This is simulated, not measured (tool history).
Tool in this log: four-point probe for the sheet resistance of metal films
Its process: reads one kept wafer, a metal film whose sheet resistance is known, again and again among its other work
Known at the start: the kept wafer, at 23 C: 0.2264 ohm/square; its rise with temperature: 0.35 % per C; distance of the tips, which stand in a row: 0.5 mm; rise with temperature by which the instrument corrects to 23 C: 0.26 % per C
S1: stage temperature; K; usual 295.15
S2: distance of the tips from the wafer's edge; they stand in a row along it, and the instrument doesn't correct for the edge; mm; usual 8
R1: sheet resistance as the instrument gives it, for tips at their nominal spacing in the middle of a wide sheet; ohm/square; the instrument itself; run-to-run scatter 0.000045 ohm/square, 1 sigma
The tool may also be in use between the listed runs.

| run | day | S1 | S2 | R1 |
|---|---|---|---|---|
| 1 | 0 | 295.15 | 8 | 0.226668 |
| 2 | 0.583 | 292.15 | 8 | 0.226023 |
| 3 | 0.938 | 295.15 | 8 | 0.2267 |
| 4 | 1.458 | 295.15 | 8 | 0.226714 |
| 5 | 2.062 | 295.15 | 8 | 0.226663 |
| 6 | 2.671 | 299.15 | 8 | 0.227446 |
| 7 | 3.221 | 304.15 | 8 | 0.2286 |
| 8 | 3.621 | 304.15 | 8 | 0.228476 |
| 9 | 4.142 | 295.15 | 30 | 0.226226 |
| 10 | 4.679 | 295.15 | 30 | 0.22622 |
| 11 | 4.988 | 295.15 | 8 | 0.226662 |
| 12 | 5.738 | 307.15 | 8 | 0.229049 |
| 13 | 6.4 | 295.15 | 8 | 0.226655 |
| 14 | 6.942 | 295.15 | 8 | 0.226666 |
| 15 | 7.275 | 294.15 | 3 | 0.229346 |
| 16 | 7.892 | 295.15 | 9 | 0.226583 |
| 17 | 8.412 | 295.15 | 9 | 0.226535 |
| 18 | 8.992 | 295.15 | 59 | 0.226291 |
| 19 | 9.696 | 296.15 | 11 | 0.226649 |
| 20 | 10.262 | 295.15 | 33 | 0.226275 |
| 21 | 10.75 | 298.15 | 44 | 0.226836 |
| 22 | 11.192 | 306.15 | 8 | 0.228855 |
| 23 | 11.721 | 306.15 | 8 | 0.228853 |
| 24 | 12.421 | 294.15 | 24 | 0.226035 |
| 25 | 12.9 | 296.15 | 10 | 0.226665 |
| 26 | 13.579 | 295.15 | 41 | 0.226246 |
| 27 | 14.296 | 293.15 | 72 | 0.225828 |

Here are 4 independent what-if runs from the current tool condition. What would each one return?
| A | 14.792 | 293.15 | 59 | ? |
| B | 14.792 | 299.15 | 72 | ? |
| C | 14.792 | 303.15 | 11 | ? |
| D | 14.792 | 293.15 | 72 | ? |

| run | R1 |
|---|---|
| A | 0.225743 |
| B | 0.227002 |
| C | 0.228029 |
| D | 0.225895 |
The same runs, with their run-to-run variation unchanged, on a tool lacking any hidden condition would have given:
| run | R1 |
|---|---|
| A | 0.225733 |
| B | 0.226992 |
| C | 0.228019 |
| D | 0.225885 |
